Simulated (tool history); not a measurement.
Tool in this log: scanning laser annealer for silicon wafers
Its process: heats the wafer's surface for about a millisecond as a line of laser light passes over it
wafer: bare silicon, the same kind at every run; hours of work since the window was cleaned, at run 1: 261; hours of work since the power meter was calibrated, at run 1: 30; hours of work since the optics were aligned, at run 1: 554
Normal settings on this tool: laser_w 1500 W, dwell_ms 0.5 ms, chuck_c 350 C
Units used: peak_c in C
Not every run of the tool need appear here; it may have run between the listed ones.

run,hour,laser_w,dwell_ms,chuck_c,hours of work since the window was cleaned,hours of work since the power meter was calibrated,hours of work since the optics were aligned,peak_c
1,0,1500,0.5,350,261,30,554,1130
2,4.2,1500,0.5,350,263,33,556,1129
3,12.7,1500,0.5,350,268,37,561,1130
4,20.7,1579,0.5,350,272,41,565,1178
5,27.8,1579,0.5,350,276,45,569,1179
6,33.2,1579,0.5,350,279,48,572,1178
7,39.1,1579,0.5,350,282,51,575,1180
8,44.6,1579,0.5,350,285,54,578,1177
9,48.8,1579,0.5,350,287,57,580,1178
10,53.7,1579,0.5,350,290,59,583,1173
11,61.1,1500,0.5,350,294,63,587,1125
12,66.6,1500,0.5,373,297,66,590,1148
13,72.1,1483,0.441,373,300,69,593,1085
14,80.8,1625,0.441,373,305,74,598,1164
# hour 86: window over the wafer cleaned
15,89.6,1537,0.553,388,2,78,601,1290
16,95.8,1411,0.441,334,5,81,605,1046
17,102,1411,0.441,315,9,84,608,1026
18,109.4,1472,0.562,386,13,88,612,1246
19,117.9,1472,0.562,386,17,93,616,1243
20,125.8,1472,0.562,386,22,97,621,1247
21,131.4,1500,0.353,350,25,100,624,1020
22,138.1,1500,0.353,350,28,104,627,1020
23,147.1,1378,0.581,376,33,109,632,1183
24,154.4,1378,0.383,375,37,113,636,1008

Predict each of these 3 candidate next runs independently; none follows another, all start after run 24:
A,163.7,1500,0.507,350,42,118,641,?
B,163.7,1378,0.529,354,42,118,641,?
C,163.7,1378,0.383,328,42,118,641,?

run,peak_c
A,1172
B,1119
C,964
Stripped of hidden state, with their random variation kept, the same runs would have yielded:
run,peak_c
A,1188
B,1134
C,976
